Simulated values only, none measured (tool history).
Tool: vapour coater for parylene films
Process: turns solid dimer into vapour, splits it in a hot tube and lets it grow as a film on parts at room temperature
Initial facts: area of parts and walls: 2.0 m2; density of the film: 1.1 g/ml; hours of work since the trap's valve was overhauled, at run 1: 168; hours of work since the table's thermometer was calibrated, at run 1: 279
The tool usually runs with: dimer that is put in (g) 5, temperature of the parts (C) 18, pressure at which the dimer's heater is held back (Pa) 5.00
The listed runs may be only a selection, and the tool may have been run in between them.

| run | hour | dimer that is put in (g) | temperature of the parts (C) | pressure at which the dimer's heater is held back (Pa) | hours of work since the trap's valve was overhauled | hours of work since the table's thermometer was calibrated | thickness of the film (um) |
|---|---|---|---|---|---|---|---|
| 1 | 0.0 | 5 | 18 | 5.00 | 168 | 279 | 1.70 |
| 2 | 15.6 | 5 | 18 | 5.00 | 177 | 287 | 1.69 |
| 3 | 26.8 | 5 | 18 | 5.00 | 183 | 293 | 1.69 |
| 4 | 43.8 | 5 | 18 | 5.00 | 192 | 302 | 1.69 |
| 5 | 66.9 | 5 | 18 | 8.46 | 205 | 315 | 1.61 |
| 6 | 79.3 | 5 | 18 | 2.53 | 211 | 321 | 1.78 |
| 7 | 97.8 | 5 | 18 | 2.53 | 221 | 331 | 1.77 |
| 8 | 111.6 | 5 | 18 | 9.11 | 229 | 339 | 1.57 |
| 9 | 123.5 | 5 | 18 | 5.00 | 235 | 345 | 1.66 |
| 10 | 139.1 | 5 | 18 | 5.00 | 243 | 353 | 1.68 |
| 11 | 158.3 | 5 | 18 | 5.00 | 254 | 364 | 1.67 |
| 12 | 183.6 | 5 | 18 | 5.00 | 267 | 377 | 1.65 |
| 13 | 206.2 | 5 | 18 | 5.00 | 280 | 390 | 1.64 |
| 14 | 220.5 | 5 | 18 | 5.00 | 287 | 397 | 1.64 |
| 15 | 235.2 | 5 | 18 | 6.33 | 295 | 405 | 1.62 |
| 16 | 255.7 | 3 | 18 | 5.00 | 306 | 416 | 0.98 |
| 17 | 280.8 | 3 | 18 | 5.00 | 320 | 430 | 0.99 |
|  | 293.1 | trap's valve overhauled |
| 18 | 307.6 | 5 | 10 | 5.00 | 8 | 442 | 2.21 |
| 19 | 330.6 | 6 | 17 | 7.96 | 20 | 454 | 2.11 |
| 20 | 350.6 | 6 | 18 | 7.96 | 31 | 465 | 2.03 |
| 21 | 362.9 | 3 | 14 | 3.04 | 38 | 472 | 1.29 |
| 22 | 385.5 | 5 | 21 | 10.46 | 50 | 484 | 1.46 |
| 23 | 402.1 | 5 | 21 | 10.46 | 59 | 493 | 1.48 |
| 24 | 422.8 | 5 | 21 | 10.46 | 70 | 504 | 1.46 |
| 25 | 439.4 | 6 | 11 | 10.51 | 79 | 513 | 2.46 |
| 26 | 465.3 | 2 | 18 | 5.00 | 93 | 527 | 0.70 |
| 27 | 481.1 | 9 | 23 | 4.04 | 101 | 536 | 2.66 |
| 28 | 500.7 | 8 | 18 | 5.23 | 112 | 546 | 2.72 |
| 29 | 524.1 | 9 | 10 | 5.28 | 124 | 559 | 3.85 |
| 30 | 537.3 | 9 | 10 | 5.28 | 132 | 566 | 3.85 |
| 31 | 560.7 | 9 | 10 | 5.28 | 144 | 578 | 3.83 |
| 32 | 579.4 | 9 | 10 | 5.28 | 154 | 588 | 3.82 |
| 33 | 605.0 | 5 | 14 | 2.90 | 168 | 602 | 2.07 |
| 34 | 618.2 | 5 | 14 | 2.90 | 175 | 609 | 2.04 |

Each row is a separate what-if for the run after 34, all from the same tool condition, not one after another. Results?
| A | 643.6 | 5 | 18 | 7.09 | 189 | 623 | ? |
| B | 643.6 | 5 | 14 | 10.87 | 189 | 623 | ? |
| C | 643.6 | 2 | 24 | 4.96 | 189 | 623 | ? |

| run | thickness of the film (um) |
|---|---|
| A | 1.63 |
| B | 1.84 |
| C | 0.57 |
Stripped of hidden state, with their random variation kept, the same runs would have yielded:
| run | thickness of the film (um) |
|---|---|
| A | 1.69 |
| B | 1.90 |
| C | 0.59 |
